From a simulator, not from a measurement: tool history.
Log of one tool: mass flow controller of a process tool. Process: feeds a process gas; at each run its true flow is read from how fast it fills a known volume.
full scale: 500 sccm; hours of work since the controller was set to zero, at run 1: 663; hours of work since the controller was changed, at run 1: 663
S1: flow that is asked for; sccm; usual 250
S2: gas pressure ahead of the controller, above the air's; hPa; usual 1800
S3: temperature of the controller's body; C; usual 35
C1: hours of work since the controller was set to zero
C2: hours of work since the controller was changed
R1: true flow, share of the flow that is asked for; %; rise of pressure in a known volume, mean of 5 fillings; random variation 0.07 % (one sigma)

{"run": 1, "day": 0.0, "S1": 250, "S2": 1800, "S3": 35, "C1": 663, "C2": 663, "R1": 98.21}
{"run": 2, "day": 9.729, "S1": 250, "S2": 1800, "S3": 35, "C1": 750, "C2": 750, "R1": 98.02}
{"run": 3, "day": 20.475, "S1": 250, "S2": 1800, "S3": 35, "C1": 845, "C2": 845, "R1": 98.09}
{"run": 4, "day": 28.246, "S1": 250, "S2": 1800, "S3": 35, "C1": 915, "C2": 915, "R1": 98.03}
{"run": 5, "day": 38.521, "S1": 250, "S2": 1800, "S3": 35, "C1": 1006, "C2": 1006, "R1": 98.03}
{"run": 6, "day": 50.721, "S1": 250, "S2": 1800, "S3": 35, "C1": 1115, "C2": 1115, "R1": 97.98}
{"run": 7, "day": 56.892, "S1": 250, "S2": 1800, "S3": 35, "C1": 1169, "C2": 1169, "R1": 97.92}
{"run": 8, "day": 66.525, "S1": 250, "S2": 1800, "S3": 35, "C1": 1255, "C2": 1255, "R1": 97.9}
{"run": 9, "day": 79.246, "S1": 250, "S2": 1800, "S3": 29, "C1": 1368, "C2": 1368, "R1": 98.48}
{"run": 10, "day": 90.375, "S1": 125, "S2": 1800, "S3": 35, "C1": 1467, "C2": 1467, "R1": 97.28}
{"run": 11, "day": 102.671, "S1": 125, "S2": 1800, "S3": 35, "C1": 1577, "C2": 1577, "R1": 97.08}
{"run": 12, "day": 109.979, "S1": 125, "S2": 1800, "S3": 35, "C1": 1642, "C2": 1642, "R1": 96.92}
{"run": 13, "day": 121.575, "S1": 125, "S2": 1800, "S3": 35, "C1": 1745, "C2": 1745, "R1": 96.98}
{"run": 14, "day": 127.075, "S1": 125, "S2": 1800, "S3": 21, "C1": 1794, "C2": 1794, "R1": 98.37}
{"run": 15, "day": 138.062, "S1": 125, "S2": 1800, "S3": 21, "C1": 1892, "C2": 1892, "R1": 98.3}
{"run": 16, "day": 150.321, "S1": 282, "S2": 1900, "S3": 37, "C1": 2001, "C2": 2001, "R1": 97.41}
{"run": 17, "day": 155.971, "S1": 282, "S2": 1900, "S3": 37, "C1": 2051, "C2": 2051, "R1": 97.43}
{"run": 18, "day": 163.65, "S1": 282, "S2": 1900, "S3": 37, "C1": 2119, "C2": 2119, "R1": 97.47}
{"run": 19, "day": 169.129, "S1": 282, "S2": 1900, "S3": 37, "C1": 2168, "C2": 2168, "R1": 97.32}
{"run": 20, "day": 176.533, "S1": 71, "S2": 2250, "S3": 35, "C1": 2234, "C2": 2234, "R1": 94.91}
{"run": 21, "day": 186.733, "S1": 71, "S2": 2250, "S3": 35, "C1": 2325, "C2": 2325, "R1": 94.94}
{"run": 22, "day": 195.158, "S1": 178, "S2": 2670, "S3": 35, "C1": 2400, "C2": 2400, "R1": 96.6}
{"run": 23, "day": 203.667, "S1": 178, "S2": 2670, "S3": 22, "C1": 2475, "C2": 2475, "R1": 98.05}
{"run": 24, "day": 208.833, "S1": 448, "S2": 1520, "S3": 20, "C1": 2521, "C2": 2521, "R1": 99.79}
{"run": 25, "day": 217.229, "S1": 166, "S2": 2760, "S3": 35, "C1": 2596, "C2": 2596, "R1": 96.28}
{"run": 26, "day": 229.342, "S1": 166, "S2": 2760, "S3": 35, "C1": 2704, "C2": 2704, "R1": 96.32}
{"run": 27, "day": 237.812, "S1": 250, "S2": 1880, "S3": 35, "C1": 2779, "C2": 2779, "R1": 97.07}
{"run": 28, "day": 246.608, "S1": 88, "S2": 1420, "S3": 39, "C1": 2858, "C2": 2858, "R1": 94.68}
{"run": 29, "day": 257.838, "S1": 79, "S2": 1560, "S3": 28, "C1": 2958, "C2": 2958, "R1": 95.5}
{"run": 30, "day": 264.729, "S1": 112, "S2": 1940, "S3": 27, "C1": 3019, "C2": 3019, "R1": 96.45}

3 ways to go on from here, each from the tool as it stands after run 30. What would each give?
{"run": "A", "day": 274.858, "S1": 438, "S2": 1570, "S3": 25, "C1": 3109, "C2": 3109, "R1": "?"}
{"run": "B", "day": 274.858, "S1": 250, "S2": 2520, "S3": 24, "C1": 3109, "C2": 3109, "R1": "?"}
{"run": "C", "day": 274.858, "S1": 54, "S2": 1780, "S3": 22, "C1": 3109, "C2": 3109, "R1": "?"}

run=A R1=99.12
run=B R1=98.04
run=C R1=94.33
Without the tool's hidden state the same runs would have given:
run=A R1=100.21
run=B R1=99.62
run=C R1=99.99
